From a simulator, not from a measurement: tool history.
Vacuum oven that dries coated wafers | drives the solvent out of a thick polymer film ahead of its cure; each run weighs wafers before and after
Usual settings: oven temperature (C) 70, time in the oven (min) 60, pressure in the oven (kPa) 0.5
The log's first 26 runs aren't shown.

At hour 744.5: vacuum gauge cleaned of residue and calibrated.
Run 27, hour 774.7: usual settings but oven temperature (C) 74, time in the oven (min) 82, pressure in the oven (kPa) 0.71. Result: solvent left in the film (%) 2.6.
Run 28, hour 798.4: usual settings but oven temperature (C) 74, time in the oven (min) 82, pressure in the oven (kPa) 0.71. Result: solvent left in the film (%) 2.53.
Run 29, hour 836.8: usual settings but oven temperature (C) 74, time in the oven (min) 82, pressure in the oven (kPa) 0.71. Result: solvent left in the film (%) 2.51.
Run 30, hour 864.3: usual settings but oven temperature (C) 61. Result: solvent left in the film (%) 10.79.
Run 31, hour 890.2: usual settings but time in the oven (min) 74. Result: solvent left in the film (%) 4.52.
At hour 910.6: vacuum gauge cleaned of residue and calibrated, once more.
Run 32, hour 910.8: usual settings but oven temperature (C) 73, time in the oven (min) 73, pressure in the oven (kPa) 0.419. Result: solvent left in the film (%) 2.9.
Run 33, hour 941.5: usual settings but time in the oven (min) 78, pressure in the oven (kPa) 1.172. Result: solvent left in the film (%) 4.87.
Run 34, hour 960.8: usual settings but oven temperature (C) 59. Result: solvent left in the film (%) 11.72.
Run 35, hour 1001.5: usual settings but oven temperature (C) 57, time in the oven (min) 39, pressure in the oven (kPa) 0.263. Result: solvent left in the film (%) 14.65.
Run 36, hour 1032.9: usual settings but oven temperature (C) 57, time in the oven (min) 39, pressure in the oven (kPa) 0.263. Result: solvent left in the film (%) 14.8.
Run 37, hour 1054.2: usual settings but oven temperature (C) 59, time in the oven (min) 63, pressure in the oven (kPa) 0.634. Result: solvent left in the film (%) 11.5.
Run 38, hour 1081.1: usual settings but oven temperature (C) 59, time in the oven (min) 63, pressure in the oven (kPa) 0.634. Result: solvent left in the film (%) 11.49.
Run 39, hour 1104.4: usual settings but oven temperature (C) 71, time in the oven (min) 63. Result: solvent left in the film (%) 4.89.
Run 40, hour 1141.8: usual settings but oven temperature (C) 59, time in the oven (min) 30, pressure in the oven (kPa) 0.612. Result: solvent left in the film (%) 15.41.
Run 41, hour 1161.9: usual settings but oven temperature (C) 83, time in the oven (min) 107, pressure in the oven (kPa) 0.703. Result: solvent left in the film (%) 0.72.
Run 42, hour 1202.7: usual settings but pressure in the oven (kPa) 1.798. Result: solvent left in the film (%) 7.19.
Run 43, hour 1242: usual settings but oven temperature (C) 57, time in the oven (min) 104, pressure in the oven (kPa) 0.504. Result: solvent left in the film (%) 9.37.

5 ways to go on from here, each from the tool as it stands after run 43. What would each give?
Run A, hour 1282.4: usual settings but oven temperature (C) 55, time in the oven (min) 84, pressure in the oven (kPa) 0.314. Result: solvent left in the film (%) ?.
Run B, hour 1282.4: usual settings but oven temperature (C) 66, time in the oven (min) 42, pressure in the oven (kPa) 0.504. Result: solvent left in the film (%) ?.
Run C, hour 1282.4: usual settings but oven temperature (C) 57, time in the oven (min) 104, pressure in the oven (kPa) 0.526. Result: solvent left in the film (%) ?.
Run D, hour 1282.4: usual settings but oven temperature (C) 57, time in the oven (min) 83, pressure in the oven (kPa) 0.504. Result: solvent left in the film (%) ?.
Run E, hour 1282.4: usual settings but oven temperature (C) 59, time in the oven (min) 59. Result: solvent left in the film (%) ?.

run  solvent left in the film (%)
  A                         11.79
  B                         10.47
  C                          9.44
  D                         11.11
  E                         11.75
Without the tool's hidden state the same runs would have given:
run  solvent left in the film (%)
  A                         11.03
  B                          9.73
  C                          8.62
  D                         10.32
  E                         11.04

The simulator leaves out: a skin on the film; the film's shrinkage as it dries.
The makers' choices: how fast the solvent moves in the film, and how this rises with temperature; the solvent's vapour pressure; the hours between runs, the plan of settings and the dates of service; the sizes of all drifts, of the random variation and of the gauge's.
